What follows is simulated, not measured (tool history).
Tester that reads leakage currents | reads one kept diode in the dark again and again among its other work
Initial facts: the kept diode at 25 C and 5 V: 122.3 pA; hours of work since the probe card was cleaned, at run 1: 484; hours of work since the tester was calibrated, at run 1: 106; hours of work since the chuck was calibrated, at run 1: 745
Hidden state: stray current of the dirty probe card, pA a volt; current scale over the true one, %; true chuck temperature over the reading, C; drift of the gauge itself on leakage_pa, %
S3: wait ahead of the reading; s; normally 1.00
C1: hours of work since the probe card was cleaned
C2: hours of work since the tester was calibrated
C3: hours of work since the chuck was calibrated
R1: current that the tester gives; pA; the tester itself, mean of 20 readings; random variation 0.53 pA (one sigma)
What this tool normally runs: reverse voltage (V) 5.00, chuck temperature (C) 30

Run 1, hour 0.0: usual settings; C1 484; C2 106; C3 745. Result: R1 188.54 pA.
Run 2, hour 43.1: usual settings; C1 504; C2 126; C3 765. Result: R1 189.16 pA.
Run 3, hour 71.0: usual settings; C1 517; C2 139; C3 778. Result: R1 188.61 pA.
Run 4, hour 115.3: usual settings; C1 538; C2 160; C3 799. Result: R1 190.45 pA.
Run 5, hour 147.6: usual settings; C1 553; C2 175; C3 814. Result: R1 189.53 pA.
Run 6, hour 182.0: usual settings; C1 569; C2 191; C3 830. Result: R1 190.90 pA.
Run 7, hour 211.7: usual settings; C1 583; C2 205; C3 844. Result: R1 190.44 pA.
Run 8, hour 241.2: usual settings but reverse voltage (V) 3.19; C1 597; C2 219; C3 858. Result: R1 152.12 pA.
Run 9, hour 276.0: usual settings but reverse voltage (V) 1.62; C1 613; C2 235; C3 874. Result: R1 110.50 pA.
Run 10, hour 312.7: usual settings but reverse voltage (V) 1.62; C1 630; C2 252; C3 892. Result: R1 110.34 pA.
Run 11, hour 344.3: usual settings; C1 645; C2 267; C3 906. Result: R1 190.51 pA.
Run 12, hour 378.3: usual settings; C1 661; C2 283; C3 922. Result: R1 191.77 pA.
At hour 382.2: tester calibrated.
Run 13, hour 425.6: usual settings; C1 682; C2 20; C3 944. Result: R1 191.50 pA.
Run 14, hour 463.3: usual settings; C1 700; C2 38; C3 961. Result: R1 192.64 pA.
At hour 471.9: tester calibrated, once more.
Run 15, hour 484.4: usual settings; C1 709; C2 6; C3 970. Result: R1 192.58 pA.
Run 16, hour 512.9: usual settings; C1 722; C2 19; C3 984. Result: R1 192.80 pA.
Run 17, hour 534.1: usual settings but reverse voltage (V) 16.76, chuck temperature (C) 57, S3 1.03 s; C1 732; C2 29; C3 993. Result: R1 1995.21 pA.
Run 18, hour 567.7: usual settings but reverse voltage (V) 2.27, chuck temperature (C) 23, S3 1.03 s; C1 748; C2 45; C3 1009. Result: R1 79.64 pA.
Run 19, hour 596.8: usual settings but reverse voltage (V) 2.04, chuck temperature (C) 23, S3 5.28 s; C1 761; C2 58; C3 1023. Result: R1 75.10 pA.
Run 20, hour 632.8: usual settings but reverse voltage (V) 4.02; C1 778; C2 75; C3 1040. Result: R1 174.59 pA.
Run 21, hour 669.5: usual settings but S3 0.43 s; C1 795; C2 93; C3 1057. Result: R1 196.54 pA.
Run 22, hour 715.7: usual settings but S3 0.43 s; C1 817; C2 114; C3 1079. Result: R1 197.86 pA.
Run 23, hour 742.4: usual settings but reverse voltage (V) 11.32, chuck temperature (C) 39, S3 0.43 s; C1 830; C2 127; C3 1091. Result: R1 538.70 pA.
Run 24, hour 766.5: usual settings but reverse voltage (V) 3.05, chuck temperature (C) 37, S3 0.60 s; C1 841; C2 138; C3 1102. Result: R1 248.41 pA.
Run 25, hour 785.8: usual settings but reverse voltage (V) 9.74, chuck temperature (C) 37, S3 0.60 s; C1 850; C2 147; C3 1111. Result: R1 440.48 pA.
Run 26, hour 815.9: usual settings but reverse voltage (V) 9.74, chuck temperature (C) 37, S3 0.60 s; C1 864; C2 161; C3 1125. Result: R1 439.48 pA.
Run 27, hour 847.7: usual settings but reverse voltage (V) 9.74, chuck temperature (C) 32, S3 4.74 s; C1 879; C2 176; C3 1140. Result: R1 310.27 pA.

Branching from run 27: 5 alternative next runs. What would each branch give?
Run A, hour 881.9: usual settings but reverse voltage (V) 6.07, chuck temperature (C) 29; C1 895; C2 192; C3 1156. Result: R1 ?.
Run B, hour 881.9: usual settings but reverse voltage (V) 9.74, chuck temperature (C) 26, S3 1.64 s; C1 895; C2 192; C3 1156. Result: R1 ?.
Run C, hour 881.9: usual settings but reverse voltage (V) 15.31, S3 3.56 s; C1 895; C2 192; C3 1156. Result: R1 ?.
Run D, hour 881.9: usual settings but reverse voltage (V) 5.95, chuck temperature (C) 24; C1 895; C2 192; C3 1156. Result: R1 ?.
Run E, hour 881.9: usual settings but S3 1.67 s; C1 895; C2 192; C3 1156. Result: R1 ?.

run      R1
  A  200.04
  B  204.60
  C  337.58
  D  138.63
  E  194.78
Take away the tool's hidden state, keep each run's random variation, and the runs would have read:
run      R1
  A  180.91
  B  184.41
  C  304.98
  D  124.89
  E  176.27
